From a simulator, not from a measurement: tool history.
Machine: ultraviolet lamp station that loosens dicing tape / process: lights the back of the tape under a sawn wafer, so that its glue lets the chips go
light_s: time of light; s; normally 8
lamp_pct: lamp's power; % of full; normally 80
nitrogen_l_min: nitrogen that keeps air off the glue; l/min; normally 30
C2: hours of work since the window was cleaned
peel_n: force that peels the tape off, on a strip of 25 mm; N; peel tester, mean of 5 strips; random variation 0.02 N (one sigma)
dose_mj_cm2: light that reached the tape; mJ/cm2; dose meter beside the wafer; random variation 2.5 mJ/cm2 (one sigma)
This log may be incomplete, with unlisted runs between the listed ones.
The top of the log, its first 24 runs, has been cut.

Run 25, hour 1074.8: usual settings but lamp_pct 99 % of full; hours of work of the lamp 347; C2 272. Result: peel_n 1.28 N, dose_mj_cm2 280 mJ/cm2.
Run 26, hour 1113.1: usual settings but lamp_pct 83 % of full; hours of work of the lamp 363; C2 289. Result: peel_n 1.794 N, dose_mj_cm2 228 mJ/cm2.
Run 27, hour 1165: usual settings but light_s 6 s, nitrogen_l_min 26 l/min; hours of work of the lamp 385; C2 311. Result: peel_n 3.314 N, dose_mj_cm2 160 mJ/cm2.
Run 28, hour 1189.2: usual settings but light_s 12 s, lamp_pct 82 % of full, nitrogen_l_min 40 l/min; hours of work of the lamp 396; C2 322. Result: peel_n 0.668 N, dose_mj_cm2 323 mJ/cm2.
Run 29, hour 1244.2: usual settings but light_s 4 s, lamp_pct 73 % of full; hours of work of the lamp 419; C2 345. Result: peel_n 5.373 N, dose_mj_cm2 97 mJ/cm2.
Run 30, hour 1278.6: usual settings but light_s 5 s, lamp_pct 73 % of full; hours of work of the lamp 434; C2 360. Result: peel_n 4.481 N, dose_mj_cm2 113 mJ/cm2.
Run 31, hour 1312: usual settings but light_s 11 s, lamp_pct 75 % of full, nitrogen_l_min 25 l/min; hours of work of the lamp 449; C2 374. Result: peel_n 1.695 N, dose_mj_cm2 258 mJ/cm2.
Run 32, hour 1349.9: usual settings but lamp_pct 95 % of full, nitrogen_l_min 25 l/min; hours of work of the lamp 465; C2 391. Result: peel_n 1.964 N, dose_mj_cm2 232 mJ/cm2.
Run 33, hour 1389.8: usual settings but lamp_pct 73 % of full; hours of work of the lamp 482; C2 408. Result: peel_n 2.85 N, dose_mj_cm2 174 mJ/cm2.
Run 34, hour 1426.9: usual settings but light_s 4 s, lamp_pct 98 % of full; hours of work of the lamp 498; C2 424. Result: peel_n 4.406 N, dose_mj_cm2 118 mJ/cm2.
Run 35, hour 1459.3: usual settings but light_s 7 s, lamp_pct 77 % of full, nitrogen_l_min 16 l/min; hours of work of the lamp 512; C2 438. Result: peel_n 4.278 N, dose_mj_cm2 154 mJ/cm2.
Run 36, hour 1513.2: usual settings but light_s 9 s, lamp_pct 89 % of full, nitrogen_l_min 57 l/min; hours of work of the lamp 535; C2 461. Result: peel_n 1.17 N, dose_mj_cm2 228 mJ/cm2.
Run 37, hour 1561.7: usual settings but light_s 14 s, lamp_pct 90 % of full; hours of work of the lamp 556; C2 482. Result: peel_n 0.742 N, dose_mj_cm2 343 mJ/cm2.
Run 38, hour 1614.8: usual settings but light_s 14 s, lamp_pct 90 % of full; hours of work of the lamp 579; C2 505. Result: peel_n 0.812 N, dose_mj_cm2 332 mJ/cm2.
Run 39, hour 1662.5: usual settings but light_s 4 s, nitrogen_l_min 55 l/min; hours of work of the lamp 599; C2 525. Result: peel_n 4.948 N, dose_mj_cm2 87 mJ/cm2.
At hour 1668.8: lamp changed.
Run 40, hour 1687: usual settings but light_s 4 s, nitrogen_l_min 55 l/min; hours of work of the lamp 8; C2 535. Result: peel_n 3.055 N, dose_mj_cm2 133 mJ/cm2.

3 ways to go on from here, each from the tool as it stands after run 40. What would each give?
Run A, hour 1710.3: usual settings but light_s 6 s, nitrogen_l_min 42 l/min; hours of work of the lamp 18; C2 545. Result: peel_n ?, dose_mj_cm2 ?.
Run B, hour 1710.3: usual settings but light_s 7 s, lamp_pct 85 % of full; hours of work of the lamp 18; C2 545. Result: peel_n ?, dose_mj_cm2 ?.
Run C, hour 1710.3: usual settings but light_s 4 s, lamp_pct 69 % of full; hours of work of the lamp 18; C2 545. Result: peel_n ?, dose_mj_cm2 ?.

run  peel_n  dose_mj_cm2
  A   1.867          199
  B   1.536          245
  C   4.538          111
Without the tool's hidden state the same runs would have given:
run  peel_n  dose_mj_cm2
  A   1.374          234
  B   1.105          288
  C   3.841          131
